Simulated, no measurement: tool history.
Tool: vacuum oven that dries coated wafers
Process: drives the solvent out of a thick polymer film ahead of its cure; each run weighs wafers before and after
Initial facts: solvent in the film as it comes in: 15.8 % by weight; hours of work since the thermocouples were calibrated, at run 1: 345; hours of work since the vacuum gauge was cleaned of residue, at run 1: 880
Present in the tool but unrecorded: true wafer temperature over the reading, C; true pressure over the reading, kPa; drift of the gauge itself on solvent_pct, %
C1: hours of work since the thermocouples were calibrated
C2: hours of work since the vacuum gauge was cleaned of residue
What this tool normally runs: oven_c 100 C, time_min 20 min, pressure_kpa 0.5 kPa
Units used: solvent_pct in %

run 1 hour=0 | oven_c=100 time_min=20 pressure_kpa=0.5 | C1=345 C2=880 | solvent_pct=1
run 2 hour=24.2 | oven_c=105 time_min=20 pressure_kpa=0.5 | C1=359 C2=894 | solvent_pct=0.6
run 3 hour=48.1 | oven_c=105 time_min=20 pressure_kpa=0.5 | C1=373 C2=908 | solvent_pct=0.63
run 4 hour=75.2 | oven_c=105 time_min=20 pressure_kpa=0.5 | C1=389 C2=924 | solvent_pct=0.6
run 5 hour=132 | oven_c=100 time_min=15 pressure_kpa=0.5 | C1=423 C2=958 | solvent_pct=1.82
run 6 hour=176.4 | oven_c=100 time_min=20 pressure_kpa=0.5 | C1=449 C2=984 | solvent_pct=1.03
run 7 hour=226 | oven_c=100 time_min=20 pressure_kpa=0.5 | C1=479 C2=1013 | solvent_pct=1.02
run 8 hour=275.6 | oven_c=100 time_min=20 pressure_kpa=0.5 | C1=508 C2=1043 | solvent_pct=1.02
run 9 hour=325.9 | oven_c=100 time_min=20 pressure_kpa=0.5 | C1=538 C2=1072 | solvent_pct=1.08
run 10 hour=371.5 | oven_c=95 time_min=20 pressure_kpa=0.5 | C1=565 C2=1099 | solvent_pct=1.61
run 11 hour=406.8 | oven_c=95 time_min=20 pressure_kpa=0.5 | C1=586 C2=1120 | solvent_pct=1.62
run 12 hour=442.6 | oven_c=100 time_min=20 pressure_kpa=0.5 | C1=607 C2=1142 | solvent_pct=1.1
run 13 hour=490.8 | oven_c=100 time_min=20 pressure_kpa=0.5 | C1=635 C2=1170 | solvent_pct=1.01
run 14 hour=540.4 | oven_c=100 time_min=20 pressure_kpa=0.5 | C1=665 C2=1199 | solvent_pct=1.04
-- hour=547.8 oven's thermocouples calibrated
run 15 hour=601.2 | oven_c=100 time_min=20 pressure_kpa=0.5 | C1=32 C2=1234 | solvent_pct=1.09
run 16 hour=639.2 | oven_c=100 time_min=20 pressure_kpa=0.5 | C1=54 C2=1257 | solvent_pct=1.12
run 17 hour=693.2 | oven_c=100 time_min=20 pressure_kpa=0.5 | C1=86 C2=1289 | solvent_pct=1.13
run 18 hour=727.5 | oven_c=100 time_min=20 pressure_kpa=0.5 | C1=106 C2=1309 | solvent_pct=1.12
-- hour=746.8 oven's thermocouples calibrated, once more
run 19 hour=779.4 | oven_c=100 time_min=20 pressure_kpa=0.5 | C1=19 C2=1338 | solvent_pct=0.99
run 20 hour=826.4 | oven_c=90 time_min=20 pressure_kpa=0.5 | C1=47 C2=1366 | solvent_pct=2.3
run 21 hour=861.4 | oven_c=90 time_min=20 pressure_kpa=0.5 | C1=68 C2=1387 | solvent_pct=2.35
run 22 hour=899.1 | oven_c=114 time_min=20 pressure_kpa=0.5 | C1=90 C2=1409 | solvent_pct=0.24
run 23 hour=923.7 | oven_c=114 time_min=20 pressure_kpa=0.5 | C1=105 C2=1424 | solvent_pct=0.28
run 24 hour=974.3 | oven_c=114 time_min=20 pressure_kpa=0.5 | C1=135 C2=1454 | solvent_pct=0.23
run 25 hour=1017.4 | oven_c=100 time_min=30 pressure_kpa=0.5 | C1=160 C2=1479 | solvent_pct=0.48
run 26 hour=1046.1 | oven_c=100 time_min=30 pressure_kpa=0.5 | C1=177 C2=1496 | solvent_pct=0.42
run 27 hour=1094.4 | oven_c=100 time_min=23 pressure_kpa=0.5 | C1=206 C2=1525 | solvent_pct=0.76
run 28 hour=1151.6 | oven_c=100 time_min=23 pressure_kpa=0.5 | C1=240 C2=1559 | solvent_pct=0.81
run 29 hour=1208.7 | oven_c=88 time_min=27 pressure_kpa=1.276 | C1=273 C2=1593 | solvent_pct=1.88
run 30 hour=1239.3 | oven_c=88 time_min=27 pressure_kpa=1.276 | C1=291 C2=1611 | solvent_pct=1.9
run 31 hour=1288.7 | oven_c=103 time_min=27 pressure_kpa=1.276 | C1=321 C2=1640 | solvent_pct=0.53
run 32 hour=1319.3 | oven_c=103 time_min=10 pressure_kpa=1.111 | C1=339 C2=1658 | solvent_pct=3.09
run 33 hour=1349.5 | oven_c=100 time_min=23 pressure_kpa=0.5 | C1=357 C2=1676 | solvent_pct=0.77
run 34 hour=1393.9 | oven_c=103 time_min=20 pressure_kpa=0.55 | C1=383 C2=1702 | solvent_pct=0.84
run 35 hour=1441.4 | oven_c=100 time_min=17 pressure_kpa=0.489 | C1=411 C2=1730 | solvent_pct=1.51
run 36 hour=1486 | oven_c=111 time_min=24 pressure_kpa=1.63 | C1=438 C2=1757 | solvent_pct=0.41
run 37 hour=1530 | oven_c=111 time_min=24 pressure_kpa=1.63 | C1=464 C2=1783 | solvent_pct=0.45
run 38 hour=1578.1 | oven_c=111 time_min=24 pressure_kpa=1.63 | C1=492 C2=1811 | solvent_pct=0.42
run 39 hour=1608.9 | oven_c=87 time_min=20 pressure_kpa=1.745 | C1=510 C2=1829 | solvent_pct=3.3
run 40 hour=1653.6 | oven_c=87 time_min=30 pressure_kpa=0.592 | C1=537 C2=1856 | solvent_pct=1.64
run 41 hour=1705.5 | oven_c=87 time_min=20 pressure_kpa=0.863 | C1=567 C2=1887 | solvent_pct=3.1
run 42 hour=1730.9 | oven_c=98 time_min=22 pressure_kpa=0.486 | C1=582 C2=1902 | solvent_pct=1.08
run 43 hour=1765.8 | oven_c=98 time_min=22 pressure_kpa=0.486 | C1=603 C2=1922 | solvent_pct=1.11
run 44 hour=1817.1 | oven_c=87 time_min=11 pressure_kpa=0.366 | C1=633 C2=1953 | solvent_pct=5.72
run 45 hour=1857.2 | oven_c=105 time_min=12 pressure_kpa=0.662 | C1=657 C2=1976 | solvent_pct=2.05
run 46 hour=1900.2 | oven_c=100 time_min=28 pressure_kpa=1.31 | C1=683 C2=2002 | solvent_pct=0.69
run 47 hour=1934.6 | oven_c=100 time_min=28 pressure_kpa=1.31 | C1=703 C2=2022 | solvent_pct=0.77

4 options for the next run, each taken on its own from the tool as it stands now. Forecast them:
run A hour=1981.6 | oven_c=102 time_min=14 pressure_kpa=1.272 | C1=731 C2=2050 | solvent_pct=?
run B hour=1981.6 | oven_c=89 time_min=11 pressure_kpa=0.547 | C1=731 C2=2050 | solvent_pct=?
run C hour=1981.6 | oven_c=108 time_min=28 pressure_kpa=1.31 | C1=731 C2=2050 | solvent_pct=?
run D hour=1981.6 | oven_c=87 time_min=33 pressure_kpa=1.31 | C1=731 C2=2050 | solvent_pct=?

run=A solvent_pct=2.04
run=B solvent_pct=5.3
run=C solvent_pct=0.4
run=D solvent_pct=1.63
Without the tool's unlogged condition, the same runs would have read:
run=A solvent_pct=1.74
run=B solvent_pct=4.89
run=C solvent_pct=0.24
run=D solvent_pct=1.23
